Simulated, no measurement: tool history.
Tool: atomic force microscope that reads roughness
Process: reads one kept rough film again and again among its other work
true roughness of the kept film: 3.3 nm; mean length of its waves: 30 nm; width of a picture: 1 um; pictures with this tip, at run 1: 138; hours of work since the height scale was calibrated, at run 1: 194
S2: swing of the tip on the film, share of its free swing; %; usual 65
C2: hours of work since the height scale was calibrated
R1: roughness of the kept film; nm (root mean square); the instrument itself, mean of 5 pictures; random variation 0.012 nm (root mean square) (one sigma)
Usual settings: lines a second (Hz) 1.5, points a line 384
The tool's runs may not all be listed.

{"run": 1, "hour": 0.0, "lines a second (Hz)": 1.5, "S2": 65, "points a line": 384, "pictures with this tip": 138, "C2": 194, "R1": 2.261}
{"run": 2, "hour": 13.6, "lines a second (Hz)": 1.5, "S2": 65, "points a line": 556, "pictures with this tip": 156, "C2": 202, "R1": 2.197}
{"hour": 23.4, "done": "new tip fitted"}
{"run": 3, "hour": 33.2, "lines a second (Hz)": 1.5, "S2": 65, "points a line": 556, "pictures with this tip": 13, "C2": 213, "R1": 2.667}
{"run": 4, "hour": 51.7, "lines a second (Hz)": 1.5, "S2": 65, "points a line": 556, "pictures with this tip": 38, "C2": 224, "R1": 2.577}
{"run": 5, "hour": 69.7, "lines a second (Hz)": 1.5, "S2": 65, "points a line": 556, "pictures with this tip": 62, "C2": 235, "R1": 2.485}
{"run": 6, "hour": 83.8, "lines a second (Hz)": 1.5, "S2": 65, "points a line": 384, "pictures with this tip": 81, "C2": 243, "R1": 2.431}
{"run": 7, "hour": 102.5, "lines a second (Hz)": 1.5, "S2": 65, "points a line": 384, "pictures with this tip": 106, "C2": 254, "R1": 2.36}
{"run": 8, "hour": 115.2, "lines a second (Hz)": 1.5, "S2": 65, "points a line": 384, "pictures with this tip": 123, "C2": 262, "R1": 2.314}
{"run": 9, "hour": 126.4, "lines a second (Hz)": 0.52, "S2": 65, "points a line": 384, "pictures with this tip": 139, "C2": 268, "R1": 2.322}
{"run": 10, "hour": 141.7, "lines a second (Hz)": 1.5, "S2": 65, "points a line": 865, "pictures with this tip": 159, "C2": 278, "R1": 2.243}
{"hour": 149.3, "done": "new tip fitted"}
{"run": 11, "hour": 156.0, "lines a second (Hz)": 1.5, "S2": 65, "points a line": 865, "pictures with this tip": 9, "C2": 286, "R1": 2.743}
{"run": 12, "hour": 167.5, "lines a second (Hz)": 0.6, "S2": 76, "points a line": 424, "pictures with this tip": 24, "C2": 292, "R1": 2.688}
{"run": 13, "hour": 178.7, "lines a second (Hz)": 1.34, "S2": 65, "points a line": 667, "pictures with this tip": 39, "C2": 299, "R1": 2.64}
{"run": 14, "hour": 190.3, "lines a second (Hz)": 3.34, "S2": 83, "points a line": 730, "pictures with this tip": 55, "C2": 306, "R1": 2.096}
{"run": 15, "hour": 209.5, "lines a second (Hz)": 2.38, "S2": 85, "points a line": 583, "pictures with this tip": 81, "C2": 317, "R1": 2.121}

How the hidden state differs across the entries between the runs, from the last listed run before each to the first after it:
Between runs 2 and 3: new tip fitted (hour 23.4)
  radius of the tip, nm: 29.5 -> 12.3; height scale over the true one, %: 0.04 -> 0.05
  measured less the result without the state, R1: -0.542 -> -0.076 nm (root mean square)
Between runs 10 and 11: new tip fitted (hour 149.3)
  radius of the tip, nm: 28.7 -> 10.9; height scale over the true one, %: 0.08 -> 0.09
  measured less the result without the state, R1: -0.528 -> -0.027 nm (root mean square)
